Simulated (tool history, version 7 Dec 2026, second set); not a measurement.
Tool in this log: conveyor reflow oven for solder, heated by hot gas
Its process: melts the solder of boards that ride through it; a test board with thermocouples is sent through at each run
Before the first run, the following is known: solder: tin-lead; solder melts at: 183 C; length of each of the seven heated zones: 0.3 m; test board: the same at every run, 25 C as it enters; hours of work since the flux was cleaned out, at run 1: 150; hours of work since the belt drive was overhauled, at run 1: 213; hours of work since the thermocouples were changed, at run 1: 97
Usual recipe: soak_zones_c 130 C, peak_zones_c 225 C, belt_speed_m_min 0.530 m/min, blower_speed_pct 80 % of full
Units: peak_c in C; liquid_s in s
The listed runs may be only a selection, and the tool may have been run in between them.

run,day,soak_zones_c,peak_zones_c,belt_speed_m_min,blower_speed_pct,hours of work since the flux was cleaned out,hours of work since the belt drive was overhauled,hours of work since the thermocouples were changed,peak_c,liquid_s
1,0.000,130,225,0.530,80,150,213,97,206.95,40.3
2,1.771,130,225,0.530,80,182,245,129,206.84,40.0
# day 3.821: flux residue cleaned out of gas plates and filters
3,4.125,130,225,0.530,80,5,283,167,205.62,38.9
4,6.542,130,225,0.530,80,48,326,210,205.54,38.6
5,8.008,130,225,0.431,80,74,352,236,211.53,56.5
6,9.704,130,225,0.530,59,105,382,266,199.61,30.2
7,12.092,130,225,0.530,59,147,425,308,199.14,29.7
8,13.367,143,225,0.530,75,170,447,331,206.47,43.3
9,15.492,143,225,0.530,75,208,485,369,206.24,43.1
# day 15.996: flux residue cleaned out of gas plates and filters
# day 16.383: flux residue cleaned out of gas plates and filters, once more
10,17.158,130,230,0.616,87,14,507,391,208.28,35.1
11,18.479,130,230,0.616,87,37,531,415,208.07,35.4
12,20.638,130,230,0.616,87,76,569,453,207.86,34.9
13,22.725,130,230,0.616,87,113,606,490,207.69,34.9

Here are 5 independent what-if runs from the current tool condition. What would each one return?
A,25.300,130,230,0.591,87,159,652,536,?,?
B,25.300,130,214,0.530,56,159,652,536,?,?
C,25.300,130,230,0.590,87,159,652,536,?,?
D,25.300,139,215,0.530,80,159,652,536,?,?
E,25.300,125,230,0.616,69,159,652,536,?,?

run,peak_c,liquid_s
A,208.74,37.3
B,190.94,18.2
C,208.92,37.4
D,199.75,36.0
E,201.01,26.5
Take away the tool's hidden state, keep each run's random variation, and the runs would have read:
run,peak_c,liquid_s
A,210.38,38.2
B,192.16,20.1
C,210.56,38.3
D,201.18,37.4
E,202.50,27.7
